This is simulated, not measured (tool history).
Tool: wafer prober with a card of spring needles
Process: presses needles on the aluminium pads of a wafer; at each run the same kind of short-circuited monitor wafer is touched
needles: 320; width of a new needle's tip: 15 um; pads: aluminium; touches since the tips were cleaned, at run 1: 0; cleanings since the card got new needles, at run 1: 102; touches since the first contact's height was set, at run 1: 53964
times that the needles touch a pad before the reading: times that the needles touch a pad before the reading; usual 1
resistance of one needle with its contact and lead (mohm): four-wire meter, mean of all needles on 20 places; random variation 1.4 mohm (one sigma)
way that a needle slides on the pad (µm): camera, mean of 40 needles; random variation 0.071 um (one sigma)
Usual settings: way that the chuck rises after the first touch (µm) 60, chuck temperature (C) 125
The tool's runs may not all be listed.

run,hour,way that the chuck rises after the first touch (µm),chuck temperature (C),times that the needles touch a pad before the reading,touches since the tips were cleaned,cleanings since the card got new needles,touches since the first contact's height was set,resistance of one needle with its contact and lead (mohm),way that a needle slides on the pad (µm)
1,0.0,60,125,1,0,102,53964,122,7.35
# hour 7.9: tips cleaned on abrasive film
# hour 15.6: tips cleaned on abrasive film
2,20.7,60,125,1,1732,104,60942,138,7.28
# hour 22.4: tips cleaned on abrasive film
# hour 28.7: tips cleaned on abrasive film
# hour 36.5: tips cleaned on abrasive film
3,40.8,60,125,1,1482,107,67669,135,7.23
# hour 44.0: tips cleaned on abrasive film
# hour 50.3: tips cleaned on abrasive film
# hour 58.2: tips cleaned on abrasive film
# hour 66.1: tips cleaned on abrasive film
# hour 74.0: tips cleaned on abrasive film
4,76.0,59,125,1,702,112,79465,129,7.00
# hour 80.8: tips cleaned on abrasive film
# hour 88.6: tips cleaned on abrasive film
5,94.6,59,125,1,2030,114,85698,141,7.01
# hour 96.2: tips cleaned on abrasive film
# hour 104.1: tips cleaned on abrasive film
# hour 110.4: tips cleaned on abrasive film
# hour 118.3: tips cleaned on abrasive film
6,121.5,59,125,1,1091,118,94714,133,6.95
# hour 124.7: tips cleaned on abrasive film
# hour 132.5: tips cleaned on abrasive film
# hour 140.3: tips cleaned on abrasive film
7,143.8,41,94,1,1204,121,102198,156,4.54
# hour 147.0: tips cleaned on abrasive film
# hour 154.9: tips cleaned on abrasive film
8,160.5,41,105,3,1897,123,107792,145,4.51
# hour 162.1: tips cleaned on abrasive film
# hour 168.4: tips cleaned on abrasive film, once more
# hour 176.3: tips cleaned on abrasive film
9,177.5,43,68,2,407,126,113482,131,4.79
# hour 183.8: tips cleaned on abrasive film
# hour 191.6: tips cleaned on abrasive film
# hour 197.9: tips cleaned on abrasive film
10,203.7,60,55,2,1970,129,122303,126,6.98
# hour 205.4: tips cleaned on abrasive film
# hour 213.3: tips cleaned on abrasive film
# hour 221.1: tips cleaned on abrasive film
# hour 228.9: tips cleaned on abrasive film
11,232.8,61,125,2,1307,133,132038,130,7.02
# hour 236.0: tips cleaned on abrasive film
# hour 243.9: tips cleaned on abrasive film
# hour 251.7: tips cleaned on abrasive film
# hour 258.0: tips cleaned on abrasive film
12,264.2,52,125,3,2080,137,142571,136,5.73

3 ways to go on from here, each from the tool as it stands after run 12. What would each give?
# hour 265.8: tips cleaned on abrasive film
# hour 273.7: tips cleaned on abrasive film
# hour 281.6: tips cleaned on abrasive film
# hour 289.3: tips cleaned on abrasive film
A,293.1,43,37,2,1274,141,152259,?,?
# hour 265.8: tips cleaned on abrasive film
# hour 273.7: tips cleaned on abrasive film
# hour 281.6: tips cleaned on abrasive film
# hour 289.3: tips cleaned on abrasive film
B,293.1,60,125,1,1274,141,152259,?,?
# hour 265.8: tips cleaned on abrasive film
# hour 273.7: tips cleaned on abrasive film
# hour 281.6: tips cleaned on abrasive film
# hour 289.3: tips cleaned on abrasive film
C,293.1,47,38,1,1274,141,152259,?,?

run,resistance of one needle with its contact and lead (mohm),way that a needle slides on the pad (µm)
A,141,4.66
B,139,6.72
C,148,5.18
Without the tool's hidden state the same runs would have given:
run,resistance of one needle with its contact and lead (mohm),way that a needle slides on the pad (µm)
A,108,5.64
B,116,7.70
C,109,6.16
